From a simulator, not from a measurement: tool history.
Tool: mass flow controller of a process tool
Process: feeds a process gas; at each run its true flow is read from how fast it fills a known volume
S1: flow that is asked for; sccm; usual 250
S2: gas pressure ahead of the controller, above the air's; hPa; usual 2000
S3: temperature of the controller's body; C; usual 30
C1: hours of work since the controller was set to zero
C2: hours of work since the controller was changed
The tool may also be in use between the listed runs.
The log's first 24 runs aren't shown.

run 25 hour=1561.5 | S1=96 S2=2780 S3=31 | C1=1987 C2=1987 | true_flow_(%)=96.99
run 26 hour=1611.3 | S1=96 S2=2780 S3=31 | C1=2009 C2=2009 | true_flow_(%)=97.09
run 27 hour=1702 | S1=74 S2=1940 S3=27 | C1=2050 C2=2050 | true_flow_(%)=96.93
run 28 hour=1747.3 | S1=56 S2=1570 S3=38 | C1=2070 C2=2070 | true_flow_(%)=97.31
run 29 hour=1822.1 | S1=357 S2=1730 S3=29 | C1=2103 C2=2103 | true_flow_(%)=98.96
run 30 hour=1870.7 | S1=447 S2=2570 S3=38 | C1=2125 C2=2125 | true_flow_(%)=99.02
run 31 hour=1907.9 | S1=211 S2=1720 S3=38 | C1=2142 C2=2142 | true_flow_(%)=98.91
run 32 hour=1948.8 | S1=211 S2=1720 S3=38 | C1=2160 C2=2160 | true_flow_(%)=98.96
run 33 hour=1993.6 | S1=211 S2=2310 S3=36 | C1=2180 C2=2180 | true_flow_(%)=98.31
run 34 hour=2037.4 | S1=211 S2=2310 S3=36 | C1=2199 C2=2199 | true_flow_(%)=98.31
run 35 hour=2096.4 | S1=211 S2=2000 S3=37 | C1=2226 C2=2226 | true_flow_(%)=98.62
run 36 hour=2181.7 | S1=126 S2=2750 S3=37 | C1=2264 C2=2264 | true_flow_(%)=97.49
run 37 hour=2260.2 | S1=57 S2=1810 S3=37 | C1=2299 C2=2299 | true_flow_(%)=96.75
run 38 hour=2307.6 | S1=391 S2=1960 S3=30 | C1=2320 C2=2320 | true_flow_(%)=98.79
run 39 hour=2380.9 | S1=391 S2=1960 S3=30 | C1=2353 C2=2353 | true_flow_(%)=98.81

Forecast each of these 5 alternatives for the next run:
run A hour=2439.6 | S1=480 S2=2190 S3=30 | C1=2379 C2=2379 | true_flow_(%)=?
run B hour=2439.6 | S1=128 S2=2530 S3=30 | C1=2379 C2=2379 | true_flow_(%)=?
run C hour=2439.6 | S1=391 S2=1960 S3=33 | C1=2379 C2=2379 | true_flow_(%)=?
run D hour=2439.6 | S1=300 S2=1960 S3=30 | C1=2379 C2=2379 | true_flow_(%)=?
run E hour=2439.6 | S1=58 S2=1960 S3=36 | C1=2379 C2=2379 | true_flow_(%)=?

run=A true_flow_(%)=98.77
run=B true_flow_(%)=97.19
run=C true_flow_(%)=98.85
run=D true_flow_(%)=98.61
run=E true_flow_(%)=96.49
Without the tool's hidden state the same runs would have given:
run=A true_flow_(%)=100.06
run=B true_flow_(%)=99.29
run=C true_flow_(%)=100.21
run=D true_flow_(%)=100.07
run=E true_flow_(%)=99.9
